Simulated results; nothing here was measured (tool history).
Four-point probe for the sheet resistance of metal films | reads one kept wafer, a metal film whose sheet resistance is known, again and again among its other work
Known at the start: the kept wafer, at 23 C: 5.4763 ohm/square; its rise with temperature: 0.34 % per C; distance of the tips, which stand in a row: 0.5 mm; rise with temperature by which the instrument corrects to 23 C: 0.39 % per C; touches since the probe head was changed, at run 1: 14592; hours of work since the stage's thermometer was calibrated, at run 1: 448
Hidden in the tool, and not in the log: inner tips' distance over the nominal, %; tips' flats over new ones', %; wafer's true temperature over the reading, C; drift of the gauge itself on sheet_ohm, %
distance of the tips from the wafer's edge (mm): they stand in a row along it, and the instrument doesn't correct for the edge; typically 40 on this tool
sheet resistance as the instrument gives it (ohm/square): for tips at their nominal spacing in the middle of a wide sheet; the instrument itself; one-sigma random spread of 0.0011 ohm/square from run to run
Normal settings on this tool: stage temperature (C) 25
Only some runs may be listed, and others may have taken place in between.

run    hour  stage temperature (C)  distance of the tips from the wafer's edge (mm)  touches since the probe head was changed  hours of work since the stage's thermometer was calibrated  sheet resistance as the instrument gives it (ohm/square)
  1     0.0                     25                                               40                                     14592                                                         448                                                  5.465100
  2    45.9                     25                                               40                                     15405                                                         473                                                  5.464033
  3    70.6                     25                                               40                                     15842                                                         486                                                  5.462952
  4   120.3                     25                                               40                                     16721                                                         513                                                  5.465889
  5   150.4                     20                                               40                                     17253                                                         529                                                  5.475913
  6   186.5                     20                                               40                                     17893                                                         549                                                  5.474135
  7   214.6                     25                                               36                                     18390                                                         564                                                  5.462621
  8   236.1                     27                                               40                                     18771                                                         576                                                  5.457873
  9   272.0                     27                                               40                                     19406                                                         595                                                  5.457538
 10   292.3                     28                                               40                                     19766                                                         606                                                  5.454886
 11   342.2                     28                                                7                                     20647                                                         633                                                  5.470040
 12   372.0                     28                                                7                                     21176                                                         650                                                  5.470799
 13   393.5                     28                                                7                                     21556                                                         661                                                  5.469207
 14   442.8                     28                                                7                                     22428                                                         688                                                  5.467248
 15   472.1                     25                                                4                                     22947                                                         704                                                  5.506088
 16   500.4                     25                                                4                                     23448                                                         719                                                  5.506640
 17   528.7                     25                                                4                                     23949                                                         735                                                  5.506463
 18   549.0                     25                                                4                                     24307                                                         746                                                  5.504826
 19   570.0                     25                                                4                                     24680                                                         757                                                  5.505019
 20   593.7                     35                                                4                                     25099                                                         770                                                  5.481875
 21   642.8                     35                                                4                                     25967                                                         797                                                  5.481189
 22   665.9                     35                                               10                                     26377                                                         809                                                  5.441960
 23   708.5                     26                                               65                                     27130                                                         832                                                  5.455276
 24   732.3                     18                                               23                                     27551                                                         845                                                  5.480886
 25   772.7                     28                                               57                                     28266                                                         867                                                  5.452699
 26   807.5                     28                                               57                                     28882                                                         886                                                  5.452708
 27   839.2                     21                                               57                                     29443                                                         903                                                  5.467562
 28   862.7                     31                                               17                                     29858                                                         916                                                  5.448231
 29   902.7                     25                                               13                                     30567                                                         938                                                  5.463295
 30   945.6                     23                                               13                                     31326                                                         961                                                  5.468413
 31   968.9                     23                                               13                                     31738                                                         974                                                  5.467698
 32  1009.3                     25                                               13                                     32453                                                         996                                                  5.459635
 33  1055.6                     22                                               22                                     33272                                                        1021                                                  5.466911
 34  1103.7                     30                                               40                                     34123                                                        1047                                                  5.446533
 35  1131.3                     30                                               40                                     34612                                                        1062                                                  5.443811
 36  1163.0                     22                                               57                                     35172                                                        1079                                                  5.465336
 37  1185.2                     19                                                6                                     35566                                                        1091                                                  5.492457
 38  1216.2                     33                                                6                                     36115                                                        1108                                                  5.457635
 39  1262.0                     22                                                4                                     36925                                                        1133                                                  5.512035
 40  1311.6                     21                                               40                                     37802                                                        1160                                                  5.464563
 41  1341.7                     25                                                3                                     38336                                                        1176                                                  5.536404
 42  1372.2                     23                                                5                                     38875                                                        1193                                                  5.488016

Consider 3 possible next runs. They are alternatives, not a sequence: every one starts from the tool as it was left by run 42. What does each give?
  A  1400.8                     23                                                5                                     39381                                                        1208                                                         ?
  B  1400.8                     34                                                3                                     39381                                                        1208                                                         ?
  C  1400.8                     31                                                5                                     39381                                                        1208                                                         ?

run  sheet resistance as the instrument gives it (ohm/square)
  A                                                  5.490174
  B                                                  5.515556
  C                                                  5.469232
Stripped of hidden state, with their random variation kept, the same runs would have yielded:
run  sheet resistance as the instrument gives it (ohm/square)
  A                                                  5.506576
  B                                                  5.532253
  C                                                  5.485743

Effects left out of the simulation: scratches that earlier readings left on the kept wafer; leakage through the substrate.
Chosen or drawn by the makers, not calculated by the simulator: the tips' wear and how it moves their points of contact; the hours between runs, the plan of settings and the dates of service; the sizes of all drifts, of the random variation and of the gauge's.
